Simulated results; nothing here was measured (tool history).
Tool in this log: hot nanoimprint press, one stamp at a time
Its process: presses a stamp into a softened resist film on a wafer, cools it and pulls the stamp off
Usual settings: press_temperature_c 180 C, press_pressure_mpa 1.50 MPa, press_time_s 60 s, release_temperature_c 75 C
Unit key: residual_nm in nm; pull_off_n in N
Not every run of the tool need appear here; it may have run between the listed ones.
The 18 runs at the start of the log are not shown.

| run | day | press_temperature_c | press_pressure_mpa | press_time_s | release_temperature_c | hours of work since the thermocouple was calibrated | imprints on the stamp's release coat | hours of work since the press's seals were changed | residual_nm | pull_off_n |
|---|---|---|---|---|---|---|---|---|---|---|
| 19 | 29.825 | 188 | 1.25 | 81 | 70 | 497 | 317 | 268 | 149.9 | 103 |
| 20 | 30.917 | 188 | 1.72 | 81 | 70 | 515 | 400 | 287 | 127.9 | 112 |
|  | 32.175 | plate thermocouple calibrated |
| 21 | 32.892 | 188 | 1.92 | 31 | 70 | 12 | 540 | 319 | 182.3 | 120 |
| 22 | 34.246 | 188 | 1.92 | 31 | 63 | 35 | 642 | 342 | 180.7 | 131 |
| 23 | 35.238 | 169 | 1.00 | 50 | 77 | 52 | 718 | 359 | 294.2 | 112 |
| 24 | 37.504 | 169 | 1.00 | 50 | 77 | 91 | 889 | 398 | 290.4 | 116 |
| 25 | 39.679 | 169 | 1.78 | 104 | 77 | 129 | 1054 | 435 | 211.8 | 123 |
| 26 | 41.583 | 169 | 1.40 | 59 | 77 | 161 | 1198 | 468 | 261.7 | 130 |
| 27 | 42.888 | 174 | 1.40 | 36 | 62 | 183 | 1297 | 490 | 263.4 | 170 |
| 28 | 44.954 | 184 | 1.71 | 85 | 80 | 219 | 1454 | 525 | 146.3 | 134 |
| 29 | 46.404 | 185 | 1.50 | 31 | 75 | 244 | 1564 | 550 | 214.0 | 146 |
|  | 47.829 | stamp cleaned and given a new release coat |
| 30 | 48.962 | 182 | 2.39 | 61 | 73 | 283 | 86 | 590 | 150.6 | 95 |
| 31 | 50.279 | 178 | 1.61 | 49 | 63 | 306 | 185 | 612 | 209.5 | 117 |

Each row is a separate what-if for the run after 31, all from the same tool condition, not one after another. Results?
| A | 51.938 | 180 | 2.33 | 31 | 75 | 334 | 311 | 641 | ? | ? |
| B | 51.938 | 177 | 1.50 | 83 | 75 | 334 | 311 | 641 | ? | ? |
| C | 51.938 | 178 | 2.20 | 39 | 63 | 334 | 311 | 641 | ? | ? |

| run | residual_nm | pull_off_n |
|---|---|---|
| A | 200.7 | 100 |
| B | 191.0 | 102 |
| C | 202.8 | 121 |
With no hidden state in the tool, these same runs would have given:
| run | residual_nm | pull_off_n |
|---|---|---|
| A | 202.1 | 90 |
| B | 193.8 | 92 |
| C | 204.6 | 109 |

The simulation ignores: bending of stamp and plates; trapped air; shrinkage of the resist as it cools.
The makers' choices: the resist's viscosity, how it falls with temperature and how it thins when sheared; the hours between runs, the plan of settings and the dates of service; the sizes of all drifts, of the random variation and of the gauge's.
